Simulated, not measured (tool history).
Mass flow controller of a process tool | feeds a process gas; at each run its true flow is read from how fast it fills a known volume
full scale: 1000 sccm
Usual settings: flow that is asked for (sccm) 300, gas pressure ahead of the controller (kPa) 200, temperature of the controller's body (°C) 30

run,hour,flow that is asked for (sccm),gas pressure ahead of the controller (kPa),temperature of the controller's body (°C),true flow (%)
1,0.0,300,200,30,101.94
2,125.6,300,200,38,101.64
3,297.5,300,200,38,101.56
4,392.0,300,200,38,101.72
5,556.7,300,200,30,102.12
6,646.3,300,200,30,102.10
# hour 663.1: controller's zero set anew
7,754.1,300,171,30,102.49
8,859.7,300,171,30,102.58
9,1027.1,300,171,30,102.76
# hour 1051.9: controller's zero set anew, once more
10,1153.0,300,171,33,100.72
11,1326.7,686,200,30,101.11
12,1493.7,618,200,26,101.34
13,1684.5,141,200,32,101.38
14,1789.6,141,200,38,101.18

Forecast each of these 5 alternatives for the next run:
A,1960.6,308,158,23,?
B,1960.6,528,167,26,?
C,1960.6,101,224,35,?
D,1960.6,219,260,38,?
E,1960.6,340,262,29,?

run,true flow (%)
A,101.36
B,101.19
C,101.77
D,101.49
E,101.77
Without the tool's hidden state the same runs would have given:
run,true flow (%)
A,99.50
B,99.46
C,99.32
D,99.52
E,99.94

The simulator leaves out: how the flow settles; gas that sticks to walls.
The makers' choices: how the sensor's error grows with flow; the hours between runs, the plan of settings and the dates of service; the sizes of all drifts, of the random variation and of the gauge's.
